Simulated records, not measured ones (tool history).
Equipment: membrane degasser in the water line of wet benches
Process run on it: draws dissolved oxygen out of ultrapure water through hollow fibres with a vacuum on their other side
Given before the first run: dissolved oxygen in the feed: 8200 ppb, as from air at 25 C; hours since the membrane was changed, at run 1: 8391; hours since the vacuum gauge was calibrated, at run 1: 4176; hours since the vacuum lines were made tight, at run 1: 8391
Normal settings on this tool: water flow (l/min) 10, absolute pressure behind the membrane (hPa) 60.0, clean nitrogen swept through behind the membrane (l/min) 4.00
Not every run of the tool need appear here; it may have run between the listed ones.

run	hour	water flow (l/min)	absolute pressure behind the membrane (hPa)	clean nitrogen swept through behind the membrane (l/min)	hours since the membrane was changed	hours since the vacuum gauge was calibrated	hours since the vacuum lines were made tight	dissolved oxygen in the water behind the degasser (ppb)	pressure that the water loses in the fibres (hPa)
1	0.0	10	60.0	4.00	8391	4176	8391	29.8	607.4
2	116.5	10	60.0	4.00	8508	4293	8508	30.0	607.8
3	243.0	10	60.0	4.00	8634	4419	8634	29.7	609.6
4	359.9	8	60.0	4.00	8751	4536	8751	19.1	487.9
5	611.4	8	60.0	4.00	9003	4788	9003	19.2	491.2
6	766.6	8	60.0	4.00	9158	4943	9158	18.8	487.2
7	1049.1	8	60.0	7.01	9440	5225	9440	12.6	490.3
8	1238.6	10	144.2	4.00	9630	5415	9630	81.8	606.3
9	1490.2	10	60.0	6.06	9881	5667	9881	23.9	609.8
# hour 1505.1: vacuum gauge calibrated
10	1773.1	9	60.0	4.00	10164	268	10164	23.7	550.3
11	2012.0	9	60.0	4.00	10403	507	10403	23.6	553.0
12	2161.2	9	60.0	4.00	10552	656	10552	24.0	553.2
13	2391.6	9	60.0	4.00	10782	887	10782	24.9	553.3
14	2665.3	9	60.0	4.00	11056	1160	11056	24.2	557.2
15	2837.7	9	60.0	4.00	11229	1333	11229	24.3	549.8
16	3124.5	9	131.9	4.00	11515	1619	11515	62.2	551.5
17	3318.5	16	131.9	3.45	11709	1813	11709	173.7	978.7
18	3490.0	8	60.0	2.07	11881	1985	11881	31.8	489.5
# hour 3692.9: seals of the vacuum lines changed
19	3692.9	10	91.1	10.85	12082	2186	0	26.5	617.7
20	3812.4	14	91.1	1.83	12201	2305	120	148.3	865.2
21	3975.4	14	91.1	1.83	12364	2468	283	146.8	870.7
22	4177.0	10	50.3	4.00	12566	2670	484	24.0	618.1
23	4327.3	8	50.3	6.11	12716	2820	634	10.7	491.2
24	4588.8	14	124.3	4.19	12978	3082	896	114.9	869.4
25	4848.5	12	60.0	8.91	13237	3341	1156	34.0	744.9
26	5027.7	12	60.0	8.91	13416	3521	1335	34.9	746.2
# hour 5250.3: gauge calibrated
27	5312.9	9	48.0	7.24	13702	3806	1620	13.4	545.3
28	5598.2	10	62.8	1.86	13987	4091	1905	52.2	608.9
29	5715.1	7	60.0	7.20	14104	4208	2022	9.3	427.8
30	5996.9	10	39.6	5.92	14386	4490	2304	16.3	607.9
31	6234.4	10	39.6	5.92	14623	4727	2541	15.4	610.0

Hidden state at the last listed run before each entry between runs and at the first one after, where it differs:
In the gap between runs 9 and 10: vacuum gauge calibrated (hour 1505.1)
  drift of the gauge itself on loss_of_pressure_kpa, %: 0.56 -> 0.66
  measured minus no-state result, pressure that the water loses in the fibres (hPa): +3.5 -> +3.8
In the gap between runs 18 and 19: seals of the vacuum lines changed (hour 3692.9)
  air that leaks in behind the membrane, l/min: 0.0021 -> 0.002; drift of the gauge itself on loss_of_pressure_kpa, %: 1.3 -> 1.38
  measured minus no-state result, pressure that the water loses in the fibres (hPa): +6.5 -> +8.6
In the gap between runs 26 and 27: gauge calibrated (hour 5250.3)
  drift of the gauge itself on loss_of_pressure_kpa, %: 1.87 -> 0.02
  measured minus no-state result, pressure that the water loses in the fibres (hPa): +13.9 -> +0.3
